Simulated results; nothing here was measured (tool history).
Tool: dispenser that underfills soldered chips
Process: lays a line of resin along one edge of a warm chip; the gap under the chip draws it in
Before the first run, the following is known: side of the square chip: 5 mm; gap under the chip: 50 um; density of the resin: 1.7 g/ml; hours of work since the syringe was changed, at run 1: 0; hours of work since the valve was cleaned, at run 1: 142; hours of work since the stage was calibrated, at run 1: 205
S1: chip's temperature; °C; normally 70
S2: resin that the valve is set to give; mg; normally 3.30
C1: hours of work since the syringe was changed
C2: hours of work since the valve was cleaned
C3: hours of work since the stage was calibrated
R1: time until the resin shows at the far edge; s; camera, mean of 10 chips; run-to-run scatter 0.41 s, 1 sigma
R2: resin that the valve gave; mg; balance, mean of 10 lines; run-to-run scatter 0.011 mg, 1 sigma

| run | hour | S1 | S2 | C1 | C2 | C3 | R1 | R2 |
|---|---|---|---|---|---|---|---|---|
| 1 | 0.0 | 70 | 3.30 | 0 | 142 | 205 | 30.1 | 3.08 |
|  | 4.3 | dispensing valve cleaned and set on the balance |
| 2 | 6.6 | 70 | 3.30 | 4 | 1 | 208 | 33.5 | 3.30 |
| 3 | 10.3 | 70 | 3.30 | 6 | 4 | 210 | 37.1 | 3.28 |
|  | 16.2 | new syringe of resin |
| 4 | 17.4 | 70 | 3.30 | 1 | 8 | 214 | 31.0 | 3.27 |
| 5 | 22.6 | 70 | 3.30 | 4 | 11 | 217 | 35.9 | 3.26 |
| 6 | 28.8 | 70 | 3.30 | 8 | 15 | 221 | 39.7 | 3.28 |
|  | 31.6 | new syringe of resin |
| 7 | 35.8 | 70 | 3.30 | 3 | 19 | 225 | 34.3 | 3.28 |
| 8 | 41.8 | 70 | 3.30 | 6 | 22 | 229 | 37.3 | 3.25 |
| 9 | 46.3 | 70 | 3.30 | 9 | 25 | 231 | 42.6 | 3.24 |
|  | 47.0 | new syringe of resin |
| 10 | 50.8 | 70 | 3.30 | 2 | 27 | 234 | 32.7 | 3.25 |
| 11 | 59.1 | 70 | 3.30 | 7 | 32 | 239 | 40.3 | 3.25 |
|  | 62.3 | new syringe of resin |
| 12 | 66.9 | 70 | 3.80 | 3 | 37 | 243 | 32.4 | 3.71 |
| 13 | 74.9 | 70 | 3.80 | 8 | 42 | 248 | 40.4 | 3.73 |
|  | 77.8 | new syringe of resin |
| 14 | 80.8 | 70 | 3.30 | 2 | 45 | 252 | 33.2 | 3.24 |
| 15 | 88.3 | 70 | 3.49 | 6 | 50 | 256 | 38.9 | 3.38 |
|  | 93.3 | new syringe of resin |
| 16 | 94.6 | 80 | 3.36 | 1 | 53 | 260 | 19.0 | 3.28 |
| 17 | 100.3 | 80 | 3.36 | 4 | 57 | 263 | 22.3 | 3.25 |
| 18 | 106.1 | 66 | 3.53 | 8 | 60 | 267 | 49.6 | 3.43 |
|  | 109.2 | new syringe of resin |
| 19 | 111.4 | 70 | 3.61 | 1 | 63 | 270 | 31.4 | 3.50 |
| 20 | 117.3 | 55 | 3.34 | 5 | 67 | 273 | 77.6 | 3.24 |
| 21 | 121.0 | 70 | 3.47 | 7 | 69 | 275 | 39.2 | 3.37 |
|  | 124.8 | new syringe of resin |
| 22 | 125.1 | 77 | 4.09 | 0 | 71 | 278 | 21.6 | 3.99 |
| 23 | 128.6 | 81 | 3.55 | 2 | 73 | 280 | 20.1 | 3.43 |
| 24 | 132.7 | 81 | 3.55 | 5 | 76 | 282 | 21.7 | 3.41 |
| 25 | 137.5 | 81 | 3.55 | 8 | 79 | 285 | 24.1 | 3.42 |
|  | 140.2 | new syringe of resin |
| 26 | 145.7 | 69 | 4.04 | 3 | 83 | 290 | 35.5 | 3.89 |
| 27 | 149.3 | 69 | 4.04 | 5 | 86 | 292 | 38.5 | 3.90 |
|  | 155.4 | new syringe of resin |
| 28 | 155.4 | 69 | 4.04 | 0 | 89 | 296 | 29.7 | 3.89 |
| 29 | 159.9 | 69 | 4.04 | 3 | 92 | 298 | 34.2 | 3.89 |

Each row is a separate what-if for the run after 29, all from the same tool condition, not one after another. Results?
| A | 167.6 | 66 | 2.93 | 7 | 96 | 303 | ? | ? |
| B | 167.6 | 82 | 3.36 | 7 | 96 | 303 | ? | ? |
| C | 167.6 | 69 | 2.86 | 7 | 96 | 303 | ? | ? |
| D | 167.6 | 81 | 3.34 | 7 | 96 | 303 | ? | ? |

| run | R1 | R2 |
|---|---|---|
| A | 50.3 | 2.82 |
| B | 23.2 | 3.21 |
| C | 42.5 | 2.74 |
| D | 23.2 | 3.19 |
Had the tool no hidden state, the same runs would have come out as:
| run | R1 | R2 |
|---|---|---|
| A | 35.3 | 2.95 |
| B | 16.6 | 3.36 |
| C | 29.7 | 2.87 |
| D | 16.4 | 3.34 |
